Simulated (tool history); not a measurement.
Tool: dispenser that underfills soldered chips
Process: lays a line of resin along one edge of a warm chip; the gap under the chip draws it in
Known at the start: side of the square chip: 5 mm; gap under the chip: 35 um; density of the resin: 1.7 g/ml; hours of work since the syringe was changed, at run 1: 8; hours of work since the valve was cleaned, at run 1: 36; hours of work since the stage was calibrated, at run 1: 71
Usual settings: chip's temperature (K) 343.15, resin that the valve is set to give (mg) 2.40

| run | hour | chip's temperature (K) | resin that the valve is set to give (mg) | hours of work since the syringe was changed | hours of work since the valve was cleaned | hours of work since the stage was calibrated | time until the resin shows at the far edge (s) | resin that the valve gave (mg) |
|---|---|---|---|---|---|---|---|---|
| 1 | 0.0 | 343.15 | 2.40 | 8 | 36 | 71 | 25.7 | 2.34 |
|  | 1.7 | new syringe of resin |
| 2 | 4.5 | 343.15 | 2.40 | 2 | 40 | 74 | 19.8 | 2.33 |
| 3 | 8.1 | 343.15 | 2.40 | 5 | 42 | 77 | 22.9 | 2.32 |
| 4 | 11.0 | 343.15 | 2.40 | 7 | 45 | 79 | 26.1 | 2.34 |
|  | 13.9 | new syringe of resin |
| 5 | 15.9 | 343.15 | 2.40 | 2 | 48 | 83 | 19.4 | 2.33 |
| 6 | 21.9 | 343.15 | 2.40 | 6 | 53 | 88 | 24.2 | 2.30 |
| 7 | 25.0 | 343.15 | 2.40 | 9 | 55 | 90 | 26.4 | 2.29 |
|  | 26.6 | new syringe of resin |
| 8 | 31.2 | 343.15 | 2.40 | 4 | 60 | 95 | 20.5 | 2.31 |
| 9 | 33.8 | 343.15 | 2.40 | 6 | 62 | 97 | 23.4 | 2.26 |
|  | 38.9 | new syringe of resin |
| 10 | 39.7 | 343.15 | 2.40 | 1 | 67 | 101 | 18.4 | 2.27 |
| 11 | 43.8 | 343.15 | 2.40 | 4 | 70 | 104 | 21.8 | 2.29 |
| 12 | 47.6 | 343.15 | 2.40 | 7 | 73 | 107 | 24.8 | 2.28 |
|  | 51.6 | new syringe of resin |
| 13 | 54.1 | 343.15 | 2.68 | 2 | 78 | 112 | 19.9 | 2.54 |
| 14 | 57.4 | 343.15 | 2.88 | 4 | 80 | 115 | 22.1 | 2.74 |
| 15 | 62.3 | 346.15 | 2.16 | 8 | 84 | 119 | 24.7 | 2.07 |
|  | 64.2 | new syringe of resin |
| 16 | 67.9 | 336.15 | 2.07 | 3 | 88 | 123 | 26.9 | 1.92 |
| 17 | 70.5 | 336.15 | 2.07 | 5 | 90 | 125 | 29.5 | 2.00 |
|  | 76.6 | new syringe of resin |
| 18 | 76.6 | 332.15 | 2.26 | 0 | 95 | 129 | 25.6 | 2.14 |
| 19 | 80.1 | 340.15 | 2.95 | 3 | 98 | 132 | 22.6 | 2.74 |
| 20 | 85.6 | 340.15 | 2.95 | 7 | 102 | 136 | 27.1 | 2.77 |
|  | 89.0 | new syringe of resin |
| 21 | 90.6 | 348.15 | 2.60 | 1 | 106 | 140 | 16.1 | 2.40 |
| 22 | 96.7 | 356.15 | 2.60 | 6 | 110 | 145 | 16.7 | 2.42 |
|  | 99.3 | dispensing valve cleaned and set on the balance |
|  | 102.3 | new syringe of resin |
| 23 | 103.7 | 356.15 | 2.77 | 1 | 3 | 149 | 12.9 | 2.76 |
| 24 | 107.4 | 356.15 | 2.77 | 4 | 6 | 152 | 14.4 | 2.78 |
| 25 | 110.8 | 333.15 | 2.21 | 7 | 9 | 155 | 33.5 | 2.22 |
|  | 114.7 | new syringe of resin |
| 26 | 115.3 | 333.15 | 2.21 | 0 | 12 | 158 | 26.1 | 2.19 |

3 ways to go on from here, each from the tool as it stands after run 26. What would each give?
| A | 121.4 | 329.15 | 2.40 | 5 | 17 | 163 | ? | ? |
| B | 121.4 | 345.15 | 2.07 | 5 | 17 | 163 | ? | ? |
| C | 121.4 | 340.15 | 3.01 | 5 | 17 | 163 | ? | ? |

| run | time until the resin shows at the far edge (s) | resin that the valve gave (mg) |
|---|---|---|
| A | 36.6 | 2.39 |
| B | 23.0 | 2.10 |
| C | 25.5 | 2.98 |
Without the tool's hidden state the same runs would have given:
| run | time until the resin shows at the far edge (s) | resin that the valve gave (mg) |
|---|---|---|
| A | 27.5 | 2.42 |
| B | 17.4 | 2.12 |
| C | 19.2 | 3.02 |
